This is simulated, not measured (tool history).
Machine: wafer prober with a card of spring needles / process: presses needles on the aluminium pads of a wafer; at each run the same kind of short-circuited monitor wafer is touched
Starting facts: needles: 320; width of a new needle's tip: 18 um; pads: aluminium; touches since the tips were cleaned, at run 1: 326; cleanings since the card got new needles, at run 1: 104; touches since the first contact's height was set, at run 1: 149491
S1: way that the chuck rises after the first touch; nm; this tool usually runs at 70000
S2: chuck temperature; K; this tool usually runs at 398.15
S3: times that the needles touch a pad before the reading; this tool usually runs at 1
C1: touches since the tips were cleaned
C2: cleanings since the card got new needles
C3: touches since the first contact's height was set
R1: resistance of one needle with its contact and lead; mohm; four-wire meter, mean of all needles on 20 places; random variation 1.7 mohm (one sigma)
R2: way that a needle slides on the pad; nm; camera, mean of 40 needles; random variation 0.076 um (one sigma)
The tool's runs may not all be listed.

run   hour     S1      S2  S3    C1   C2      C3   R1     R2
  1      0  70000  398.15   1   326  104  149491  209  11530
      11.4  -- tips cleaned on abrasive film
      22.7  -- tips cleaned on abrasive film
  2   26.5  70000  398.15   1  1926  106  163002  238  11550
        35  -- tips cleaned on abrasive film
      49.1  -- tips cleaned on abrasive film
      52.2  -- height of the first contact set anew
  3   53.7  70000  398.15   1  2228  108     780  261  11410
      62.2  -- tips cleaned on abrasive film
      73.6  -- tips cleaned on abrasive film
      87.8  -- tips cleaned on abrasive film
     101.8  -- tips cleaned on abrasive film
  4  105.6  70000  398.15   1  1928  112   27275  262  11480
     113.8  -- tips cleaned on abrasive film
       128  -- tips cleaned on abrasive film
  5  139.1  70000  398.15   1  5717  114   44402  329  11520
       142  -- tips cleaned on abrasive film
     153.3  -- tips cleaned on abrasive film
     167.5  -- tips cleaned on abrasive film
     181.7  -- tips cleaned on abrasive film
  6  185.9  79000  398.15   1  2185  118   68310  245  12790
     194.5  -- tips cleaned on abrasive film
     208.5  -- tips cleaned on abrasive film
     220.4  -- tips cleaned on abrasive film
  7  220.4  70000  398.15   2     0  121   85909  197  11200
     234.6  -- tips cleaned on abrasive film
     245.9  -- tips cleaned on abrasive film
  8    249  70000  398.15   2  1587  123  100529  225  11160
     260.1  -- tips cleaned on abrasive film
     274.3  -- tips cleaned on abrasive film
     285.6  -- tips cleaned on abrasive film
  9  292.5  70000  398.15   3  3527  126  122736  223  11170
     298.2  -- tips cleaned on abrasive film
     312.2  -- tips cleaned on abrasive film
     326.4  -- tips cleaned on abrasive film
     340.4  -- tips cleaned on abrasive film
 10  346.8  67000  398.15   1  3278  130  150481  311  10710
     352.5  -- tips cleaned on abrasive film
     366.4  -- tips cleaned on abrasive film
 11  373.5  79000  341.15   1  3688  132  164150  273  12670
     379.3  -- tips cleaned on abrasive film
     382.4  -- height of the first contact set anew, once more
     390.9  -- tips cleaned on abrasive film
     404.9  -- tips cleaned on abrasive film
 12  404.9  70000  398.15   2     0  135   11465  194  11890
     416.2  -- tips cleaned on abrasive film
     430.3  -- tips cleaned on abrasive film
     444.3  -- tips cleaned on abrasive film
     455.7  -- tips cleaned on abrasive film
 13  464.5  70000  303.15   1  4551  139   41974  293  11810
     467.4  -- tips cleaned on abrasive film
     478.8  -- tips cleaned on abrasive film
     490.2  -- tips cleaned on abrasive film
     504.2  -- tips cleaned on abrasive film
     518.4  -- tips cleaned on abrasive film
 14  526.9  56000  304.15   1  4399  144   73818  383   9560
     529.8  -- tips cleaned on abrasive film
     541.2  -- tips cleaned on abrasive film
     552.5  -- tips cleaned on abrasive film
 15  556.5  72000  304.15   1  2049  147   88908  240  12080
     565.1  -- tips cleaned on abrasive film
     576.4  -- tips cleaned on abrasive film
     590.6  -- tips cleaned on abrasive film
 16  595.2  80000  339.15   2  2354  150  108641  211  13530
     603.7  -- tips cleaned on abrasive film
     615.1  -- tips cleaned on abrasive film
     627.5  -- tips cleaned on abrasive film
 17  627.5  70000  352.15   1     0  153  125137  195  11700
     641.7  -- tips cleaned on abrasive film
       653  -- tips cleaned on abrasive film
 18  656.6  66000  329.15   3  1808  155  139977  208  10920
     665.1  -- tips cleaned on abrasive film
     676.4  -- tips cleaned on abrasive film
     687.8  -- tips cleaned on abrasive film
       702  -- tips cleaned on abrasive film
     716.1  -- tips cleaned on abrasive film
 19  719.2  64000  376.15   3  1559  160  171947  207  10570
     727.7  -- tips cleaned on abrasive film
       728  -- height of the first contact set anew
     739.4  -- tips cleaned on abrasive film
     750.7  -- tips cleaned on abrasive film
     762.1  -- tips cleaned on abrasive film
     773.4  -- tips cleaned on abrasive film
 20  781.8  86000  324.15   3  4320  165   27492  201  14780

Consider 4 possible next runs. They are alternatives, not a sequence: every one starts from the tool as it was left by run 20. What does each give?
     787.5  -- tips cleaned on abrasive film
     801.6  -- tips cleaned on abrasive film
     812.9  -- tips cleaned on abrasive film
      827  -- tips cleaned on abrasive film
  A   836  58000  331.15   1  4636  169  55179   ?   ?
     787.5  -- tips cleaned on abrasive film
     801.6  -- tips cleaned on abrasive film
     812.9  -- tips cleaned on abrasive film
      827  -- tips cleaned on abrasive film
  B   836  66000  398.15   1  4636  169  55179   ?   ?
     787.5  -- tips cleaned on abrasive film
     801.6  -- tips cleaned on abrasive film
     812.9  -- tips cleaned on abrasive film
      827  -- tips cleaned on abrasive film
  C   836  62000  323.15   2  4636  169  55179   ?   ?
     787.5  -- tips cleaned on abrasive film
     801.6  -- tips cleaned on abrasive film
     812.9  -- tips cleaned on abrasive film
      827  -- tips cleaned on abrasive film
  D   836  85000  306.15   1  4636  169  55179   ?   ?

run   R1     R2
  A  394   9940
  B  338  11120
  C  289  10470
  D  274  14530
The same runs, with their run-to-run variation unchanged, on a tool lacking any hidden condition would have given:
run   R1     R2
  A  168  10080
  B  178  11250
  C  166  10600
  D  158  14660

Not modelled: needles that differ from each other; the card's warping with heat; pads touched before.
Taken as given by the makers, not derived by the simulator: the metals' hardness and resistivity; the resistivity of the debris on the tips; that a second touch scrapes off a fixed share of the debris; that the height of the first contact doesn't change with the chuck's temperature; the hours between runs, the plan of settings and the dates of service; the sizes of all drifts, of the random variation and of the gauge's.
